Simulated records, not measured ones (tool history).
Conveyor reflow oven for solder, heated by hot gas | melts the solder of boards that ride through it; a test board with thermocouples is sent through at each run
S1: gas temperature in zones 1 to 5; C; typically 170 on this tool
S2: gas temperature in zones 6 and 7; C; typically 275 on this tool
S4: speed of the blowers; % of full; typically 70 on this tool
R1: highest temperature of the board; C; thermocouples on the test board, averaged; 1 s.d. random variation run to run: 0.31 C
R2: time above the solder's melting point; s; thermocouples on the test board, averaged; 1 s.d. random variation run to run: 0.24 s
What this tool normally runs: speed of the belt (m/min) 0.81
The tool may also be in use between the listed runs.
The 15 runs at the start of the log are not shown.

run 16 hour=202.3 | S1=170 S2=275 speed_of_the_belt_(m/min)=0.89 S4=70 | R1=255.6 R2=40.3
run 17 hour=213.8 | S1=170 S2=275 speed_of_the_belt_(m/min)=0.89 S4=70 | R1=255.6 R2=40.4
-- hour=226.2 flux residue cleaned out of gas plates and filters
run 18 hour=227.3 | S1=170 S2=286 speed_of_the_belt_(m/min)=0.887 S4=70 | R1=267.2 R2=46.7
run 19 hour=242.8 | S1=170 S2=286 speed_of_the_belt_(m/min)=0.887 S4=70 | R1=267.2 R2=46.2
run 20 hour=252 | S1=170 S2=280 speed_of_the_belt_(m/min)=0.67 S4=70 | R1=270.6 R2=63.9
run 21 hour=272.4 | S1=181 S2=283 speed_of_the_belt_(m/min)=0.68 S4=70 | R1=274.1 R2=66.7
run 22 hour=289.2 | S1=171 S2=279 speed_of_the_belt_(m/min)=0.81 S4=70 | R1=264.7 R2=50
run 23 hour=306.4 | S1=170 S2=275 speed_of_the_belt_(m/min)=0.681 S4=70 | R1=265.4 R2=60.1
run 24 hour=325.4 | S1=170 S2=275 speed_of_the_belt_(m/min)=0.786 S4=54 | R1=257.7 R2=47.2
run 25 hour=344.4 | S1=183 S2=272 speed_of_the_belt_(m/min)=0.948 S4=69 | R1=254.9 R2=41.1
run 26 hour=353.6 | S1=171 S2=282 speed_of_the_belt_(m/min)=0.92 S4=58 | R1=258.7 R2=40.7
run 27 hour=368.8 | S1=173 S2=269 speed_of_the_belt_(m/min)=0.811 S4=70 | R1=255.8 R2=46.2
run 28 hour=377.9 | S1=172 S2=275 speed_of_the_belt_(m/min)=0.81 S4=70 | R1=260.7 R2=48.3
run 29 hour=391.4 | S1=158 S2=275 speed_of_the_belt_(m/min)=0.791 S4=60 | R1=256.6 R2=44.3
run 30 hour=409 | S1=166 S2=275 speed_of_the_belt_(m/min)=0.791 S4=60 | R1=258.1 R2=46.7
run 31 hour=425.1 | S1=174 S2=266 speed_of_the_belt_(m/min)=0.666 S4=66 | R1=257.4 R2=59.2

Branching from run 31: 3 alternative next runs. What would each branch give?
run A hour=438.9 | S1=174 S2=266 speed_of_the_belt_(m/min)=0.666 S4=62 | R1=? R2=?
run B hour=438.9 | S1=170 S2=275 speed_of_the_belt_(m/min)=0.957 S4=70 | R1=? R2=?
run C hour=438.9 | S1=170 S2=266 speed_of_the_belt_(m/min)=0.771 S4=82 | R1=? R2=?

run=A R1=256.7 R2=58.9
run=B R1=254.4 R2=37.6
run=C R1=256.1 R2=49.5
With the hidden condition removed and each run's random variation left untouched, the same runs would have given:
run=A R1=255.7 R2=57.9
run=B R1=253.9 R2=37.1
run=C R1=255.2 R2=48.8
